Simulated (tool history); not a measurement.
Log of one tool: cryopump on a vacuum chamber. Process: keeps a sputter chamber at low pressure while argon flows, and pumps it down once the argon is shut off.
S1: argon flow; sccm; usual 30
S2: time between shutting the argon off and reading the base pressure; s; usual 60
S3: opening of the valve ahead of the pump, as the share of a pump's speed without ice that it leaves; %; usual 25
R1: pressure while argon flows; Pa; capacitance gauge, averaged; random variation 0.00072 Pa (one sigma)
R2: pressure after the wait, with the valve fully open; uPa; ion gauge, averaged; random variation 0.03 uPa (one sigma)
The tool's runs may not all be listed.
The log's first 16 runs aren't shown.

| run | hour | S1 | S2 | S3 | R1 | R2 |
|---|---|---|---|---|---|---|
| 17 | 546.9 | 30 | 83 | 25 | 0.1424 | 1.64 |
|  | 565.4 | pump warmed up, emptied and cooled again |
| 18 | 576.8 | 30 | 83 | 25 | 0.1298 | 1.49 |
| 19 | 617.4 | 34 | 60 | 41 | 0.091 | 1.92 |
| 20 | 666 | 34 | 60 | 41 | 0.0914 | 1.95 |
| 21 | 701.8 | 37 | 217 | 25 | 0.1629 | 0.8 |
| 22 | 740 | 37 | 217 | 25 | 0.1642 | 0.79 |
| 23 | 786 | 30 | 162 | 25 | 0.132 | 1 |
| 24 | 808.8 | 13 | 48 | 25 | 0.0577 | 2.31 |
| 25 | 834.4 | 14 | 168 | 19 | 0.0797 | 0.97 |
| 26 | 866 | 26 | 273 | 27 | 0.107 | 0.75 |
| 27 | 891 | 44 | 66 | 22 | 0.2209 | 1.84 |
| 28 | 932.4 | 51 | 60 | 25 | 0.2297 | 2.05 |
| 29 | 964.6 | 38 | 22 | 33 | 0.1314 | 4.68 |
| 30 | 987.3 | 22 | 62 | 25 | 0.0986 | 1.94 |
| 31 | 1019.1 | 38 | 115 | 21 | 0.2025 | 1.28 |
| 32 | 1046.7 | 38 | 115 | 21 | 0.2021 | 1.27 |
| 33 | 1078.3 | 38 | 115 | 21 | 0.2038 | 1.29 |
| 34 | 1116.1 | 38 | 115 | 21 | 0.2024 | 1.32 |
| 35 | 1136.9 | 22 | 129 | 23 | 0.1088 | 1.19 |

Forecast each of these 3 alternatives for the next run:
| A | 1185 | 20 | 106 | 32 | ? | ? |
| B | 1185 | 26 | 58 | 30 | ? | ? |
| C | 1185 | 50 | 59 | 23 | ? | ? |

| run | R1 | R2 |
|---|---|---|
| A | 0.0726 | 1.4 |
| B | 0.1005 | 2.2 |
| C | 0.2484 | 2.1 |
Without the tool's hidden state the same runs would have given:
| run | R1 | R2 |
|---|---|---|
| A | 0.0673 | 1.1 |
| B | 0.0937 | 1.89 |
| C | 0.2353 | 1.8 |
